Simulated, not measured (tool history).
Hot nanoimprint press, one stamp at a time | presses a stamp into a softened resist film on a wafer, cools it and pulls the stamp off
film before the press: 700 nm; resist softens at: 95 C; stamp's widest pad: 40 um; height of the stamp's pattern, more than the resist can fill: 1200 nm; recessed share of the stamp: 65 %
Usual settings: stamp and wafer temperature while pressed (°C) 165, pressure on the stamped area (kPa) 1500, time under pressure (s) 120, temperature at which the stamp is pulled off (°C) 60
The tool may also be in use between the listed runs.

| run | day | stamp and wafer temperature while pressed (°C) | pressure on the stamped area (kPa) | time under pressure (s) | temperature at which the stamp is pulled off (°C) | resist left under the stamp's widest pad (angstrom) | greatest force while the stamp is pulled off (N) |
|---|---|---|---|---|---|---|---|
| 1 | 0.000 | 165 | 1500 | 120 | 60 | 2528 | 209 |
|  | 0.767 | stamp cleaned and given a new release coat |
| 2 | 1.233 | 165 | 1500 | 120 | 60 | 2509 | 212 |
| 3 | 2.367 | 165 | 1500 | 120 | 60 | 2499 | 211 |
| 4 | 3.296 | 165 | 1500 | 120 | 60 | 2496 | 212 |
| 5 | 4.004 | 165 | 1500 | 120 | 60 | 2537 | 209 |
| 6 | 5.454 | 165 | 1500 | 120 | 60 | 2527 | 212 |
| 7 | 6.475 | 165 | 1500 | 120 | 58 | 2517 | 219 |
| 8 | 7.238 | 165 | 1500 | 84 | 58 | 2893 | 218 |
| 9 | 8.571 | 165 | 1500 | 84 | 58 | 2920 | 228 |
| 10 | 9.408 | 165 | 1500 | 120 | 60 | 2533 | 219 |
| 11 | 10.883 | 165 | 1500 | 120 | 60 | 2542 | 214 |
| 12 | 11.725 | 165 | 1500 | 178 | 60 | 2162 | 209 |
|  | 13.108 | stamp cleaned and given a new release coat |
| 13 | 13.462 | 165 | 1500 | 178 | 60 | 2158 | 211 |
| 14 | 14.646 | 165 | 1500 | 120 | 60 | 2511 | 208 |
| 15 | 15.508 | 165 | 1500 | 120 | 52 | 2547 | 251 |
| 16 | 16.246 | 165 | 970 | 159 | 52 | 2805 | 250 |
| 17 | 17.825 | 165 | 970 | 159 | 52 | 2798 | 251 |
| 18 | 19.221 | 165 | 1130 | 210 | 52 | 2337 | 250 |
| 19 | 20.354 | 169 | 1330 | 120 | 57 | 2174 | 224 |
| 20 | 21.933 | 173 | 1430 | 232 | 49 | 1256 | 263 |
| 21 | 23.358 | 173 | 1430 | 232 | 49 | 1262 | 263 |
| 22 | 24.550 | 173 | 1430 | 232 | 49 | 1257 | 267 |
|  | 25.525 | stamp cleaned and given a new release coat |
| 23 | 25.950 | 165 | 1500 | 75 | 45 | 3036 | 280 |
| 24 | 27.246 | 165 | 1500 | 154 | 45 | 2299 | 286 |
| 25 | 27.967 | 165 | 1500 | 154 | 45 | 2294 | 282 |
| 26 | 29.679 | 163 | 1300 | 75 | 56 | 3602 | 233 |
| 27 | 31.067 | 163 | 1300 | 75 | 56 | 3608 | 233 |
| 28 | 32.788 | 166 | 1520 | 120 | 61 | 2375 | 206 |
| 29 | 33.750 | 166 | 1520 | 120 | 61 | 2381 | 209 |

Forecast each of these 4 alternatives for the next run:
|  | 34.562 | plate thermocouple calibrated |
| A | 35.500 | 153 | 1520 | 120 | 62 | ? | ? |
|  | 34.562 | plate thermocouple calibrated |
| B | 35.500 | 165 | 1500 | 147 | 46 | ? | ? |
|  | 34.562 | plate thermocouple calibrated |
| C | 35.500 | 166 | 970 | 120 | 53 | ? | ? |
|  | 34.562 | plate thermocouple calibrated |
| D | 35.500 | 155 | 1380 | 120 | 60 | ? | ? |

| run | resist left under the stamp's widest pad (angstrom) | greatest force while the stamp is pulled off (N) |
|---|---|---|
| A | 4661 | 202 |
| B | 2320 | 276 |
| C | 2957 | 251 |
| D | 4398 | 212 |
Without the tool's hidden state the same runs would have given:
| run | resist left under the stamp's widest pad (angstrom) | greatest force while the stamp is pulled off (N) |
|---|---|---|
| A | 4661 | 202 |
| B | 2320 | 275 |
| C | 2957 | 251 |
| D | 4397 | 212 |
